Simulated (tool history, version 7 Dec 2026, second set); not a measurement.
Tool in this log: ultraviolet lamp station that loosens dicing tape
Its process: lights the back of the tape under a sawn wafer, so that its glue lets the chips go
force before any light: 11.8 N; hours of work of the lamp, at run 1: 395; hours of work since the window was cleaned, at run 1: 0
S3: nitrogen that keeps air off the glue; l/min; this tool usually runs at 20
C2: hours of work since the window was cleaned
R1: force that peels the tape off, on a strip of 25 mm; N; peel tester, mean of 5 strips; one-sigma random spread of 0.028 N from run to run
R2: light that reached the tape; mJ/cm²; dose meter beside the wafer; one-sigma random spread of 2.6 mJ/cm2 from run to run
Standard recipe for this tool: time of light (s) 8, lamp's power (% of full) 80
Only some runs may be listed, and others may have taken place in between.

Run 1, hour 0: usual settings; hours of work of the lamp 395; C2 0. Result: R1 2.138 N, R2 251 mJ/cm².
Run 2, hour 9.4: usual settings but lamp's power (% of full) 84; hours of work of the lamp 401; C2 6. Result: R1 2.004 N, R2 259 mJ/cm².
Run 3, hour 23.3: usual settings but lamp's power (% of full) 98; hours of work of the lamp 409; C2 14. Result: R1 1.526 N, R2 306 mJ/cm².
Run 4, hour 34.8: usual settings; hours of work of the lamp 416; C2 21. Result: R1 2.174 N, R2 249 mJ/cm².
Run 5, hour 44.1: usual settings; hours of work of the lamp 422; C2 27. Result: R1 2.285 N, R2 245 mJ/cm².
Run 6, hour 63.1: usual settings; hours of work of the lamp 433; C2 38. Result: R1 2.296 N, R2 242 mJ/cm².
Run 7, hour 74.9: usual settings but time of light (s) 6; hours of work of the lamp 440; C2 45. Result: R1 3.484 N, R2 175 mJ/cm².
Run 8, hour 85.7: usual settings but time of light (s) 6; hours of work of the lamp 447; C2 52. Result: R1 3.625 N, R2 180 mJ/cm².
Run 9, hour 94.9: usual settings but time of light (s) 6; hours of work of the lamp 452; C2 57. Result: R1 3.531 N, R2 176 mJ/cm².
Run 10, hour 107.8: usual settings but time of light (s) 6; hours of work of the lamp 460; C2 65. Result: R1 3.467 N, R2 175 mJ/cm².
Run 11, hour 126.6: usual settings but time of light (s) 6; hours of work of the lamp 471; C2 76. Result: R1 3.707 N, R2 173 mJ/cm².
Run 12, hour 144.6: usual settings but time of light (s) 6; hours of work of the lamp 482; C2 87. Result: R1 3.711 N, R2 172 mJ/cm².
Run 13, hour 163.5: usual settings but time of light (s) 15; hours of work of the lamp 494; C2 98. Result: R1 0.738 N, R2 417 mJ/cm².
Run 14, hour 182.6: usual settings but time of light (s) 10, lamp's power (% of full) 87, S3 9 l/min; hours of work of the lamp 505; C2 110. Result: R1 2.699 N, R2 299 mJ/cm².
At hour 184: window cleaned of glue's vapour.
Run 15, hour 200.9: usual settings but time of light (s) 10, lamp's power (% of full) 87, S3 9 l/min; hours of work of the lamp 516; C2 10. Result: R1 2.819 N, R2 291 mJ/cm².
Run 16, hour 208.9: usual settings but time of light (s) 10, lamp's power (% of full) 87, S3 9 l/min; hours of work of the lamp 521; C2 15. Result: R1 2.724 N, R2 297 mJ/cm².
Run 17, hour 225.2: usual settings but time of light (s) 15, lamp's power (% of full) 94, S3 30 l/min; hours of work of the lamp 530; C2 25. Result: R1 0.41 N, R2 467 mJ/cm².
Run 18, hour 241.4: usual settings but time of light (s) 15, lamp's power (% of full) 68, S3 37 l/min; hours of work of the lamp 540; C2 35. Result: R1 0.777 N, R2 333 mJ/cm².
Run 19, hour 253.3: usual settings but time of light (s) 15, lamp's power (% of full) 68, S3 37 l/min; hours of work of the lamp 547; C2 42. Result: R1 0.827 N, R2 337 mJ/cm².
Run 20, hour 266.7: usual settings but time of light (s) 15, lamp's power (% of full) 64, S3 7 l/min; hours of work of the lamp 555; C2 50. Result: R1 3.028 N, R2 313 mJ/cm².
At hour 269.7: window cleaned of glue's vapour, once more.
Run 21, hour 282.5: usual settings but time of light (s) 15, lamp's power (% of full) 64, S3 7 l/min; hours of work of the lamp 565; C2 8. Result: R1 2.594 N, R2 333 mJ/cm².
Run 22, hour 299.1: usual settings but lamp's power (% of full) 88, S3 8 l/min; hours of work of the lamp 575; C2 18. Result: R1 3.764 N, R2 242 mJ/cm².
Run 23, hour 308: usual settings but time of light (s) 6, lamp's power (% of full) 75, S3 18 l/min; hours of work of the lamp 580; C2 23. Result: R1 4.267 N, R2 154 mJ/cm².
Run 24, hour 325.6: usual settings but time of light (s) 6, S3 39 l/min; hours of work of the lamp 590; C2 34. Result: R1 3.022 N, R2 162 mJ/cm².
Run 25, hour 340.4: usual settings but time of light (s) 6, S3 39 l/min; hours of work of the lamp 599; C2 43. Result: R1 2.907 N, R2 160 mJ/cm².
Run 26, hour 357.6: usual settings but time of light (s) 6, S3 39 l/min; hours of work of the lamp 610; C2 53. Result: R1 2.97 N, R2 158 mJ/cm².

What if the next run were any one of these 4? Each begins from the tool's condition after run 26:
Run A, hour 369.9: usual settings but time of light (s) 6, S3 12 l/min; hours of work of the lamp 617; C2 60. Result: R1 ?, R2 ?.
Run B, hour 369.9: usual settings but time of light (s) 6, lamp's power (% of full) 68, S3 13 l/min; hours of work of the lamp 617; C2 60. Result: R1 ?, R2 ?.
Run C, hour 369.9: usual settings but time of light (s) 11, lamp's power (% of full) 71, S3 12 l/min; hours of work of the lamp 617; C2 60. Result: R1 ?, R2 ?.
Run D, hour 369.9: usual settings but time of light (s) 11; hours of work of the lamp 617; C2 60. Result: R1 ?, R2 ?.

run     R1   R2
  A  4.799  157
  B   5.38  134
  C  2.847  256
  D  1.715  290
Take away the tool's hidden state, keep each run's random variation, and the runs would have read:
run     R1   R2
  A  3.011  242
  B   3.57  206
  C  1.374  393
  D  0.676  445
